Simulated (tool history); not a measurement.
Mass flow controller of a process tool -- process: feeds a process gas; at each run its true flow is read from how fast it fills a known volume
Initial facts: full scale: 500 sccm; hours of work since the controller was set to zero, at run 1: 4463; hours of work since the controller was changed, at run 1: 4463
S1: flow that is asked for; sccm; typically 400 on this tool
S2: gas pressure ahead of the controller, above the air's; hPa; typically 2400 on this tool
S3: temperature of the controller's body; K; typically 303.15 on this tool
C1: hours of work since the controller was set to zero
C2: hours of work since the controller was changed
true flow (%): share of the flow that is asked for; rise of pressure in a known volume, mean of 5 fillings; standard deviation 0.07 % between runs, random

Run 1, hour 0.0: usual settings; C1 4463; C2 4463. Result: true flow (%) 99.04.
Run 2, hour 244.2: usual settings; C1 4616; C2 4616. Result: true flow (%) 98.94.
Run 3, hour 419.3: usual settings; C1 4726; C2 4726. Result: true flow (%) 99.03.
Run 4, hour 646.0: usual settings but S1 267 sccm; C1 4869; C2 4869. Result: true flow (%) 97.83.
Run 5, hour 748.6: usual settings but S2 1540 hPa; C1 4933; C2 4933. Result: true flow (%) 99.60.
Run 6, hour 979.9: usual settings but S2 1540 hPa; C1 5079; C2 5079. Result: true flow (%) 99.69.
At hour 997.1: controller's zero set anew.
Run 7, hour 1121.9: usual settings but S2 1540 hPa; C1 78; C2 5168. Result: true flow (%) 99.53.
Run 8, hour 1288.0: usual settings but S1 175 sccm, S2 1540 hPa; C1 183; C2 5272. Result: true flow (%) 96.86.
Run 9, hour 1472.2: usual settings but S1 75 sccm, S2 1730 hPa, S3 299.15 K; C1 299; C2 5388. Result: true flow (%) 92.41.
Run 10, hour 1579.3: usual settings but S1 75 sccm, S2 1640 hPa, S3 293.15 K; C1 366; C2 5455. Result: true flow (%) 92.73.
Run 11, hour 1717.2: usual settings but S1 55 sccm, S2 2180 hPa, S3 293.15 K; C1 453; C2 5542. Result: true flow (%) 89.32.
Run 12, hour 1853.0: usual settings but S3 304.15 K; C1 538; C2 5627. Result: true flow (%) 98.61.
Run 13, hour 1981.7: usual settings but S3 304.15 K; C1 619; C2 5708. Result: true flow (%) 98.70.
At hour 2034.8: controller's zero set anew, once more.
Run 14, hour 2134.6: usual settings but S3 304.15 K; C1 63; C2 5804. Result: true flow (%) 100.28.
Run 15, hour 2316.6: usual settings but S3 304.15 K; C1 177; C2 5919. Result: true flow (%) 99.98.

Here are 5 independent what-if runs from the current tool condition. What would each one return?
Run A, hour 2438.2: usual settings; C1 254; C2 5995. Result: true flow (%) ?.
Run B, hour 2438.2: usual settings but S2 2760 hPa, S3 301.15 K; C1 254; C2 5995. Result: true flow (%) ?.
Run C, hour 2438.2: usual settings but S2 1890 hPa, S3 308.15 K; C1 254; C2 5995. Result: true flow (%) ?.
Run D, hour 2438.2: usual settings but S1 336 sccm, S2 2050 hPa; C1 254; C2 5995. Result: true flow (%) ?.
Run E, hour 2438.2: usual settings but S3 308.15 K; C1 254; C2 5995. Result: true flow (%) ?.

run  true flow (%)
  A         100.23
  B         100.00
  C         100.51
  D         100.18
  E          99.92
Without the tool's hidden state the same runs would have given:
run  true flow (%)
  A          99.09
  B          98.86
  C          99.37
  D          99.06
  E          98.78
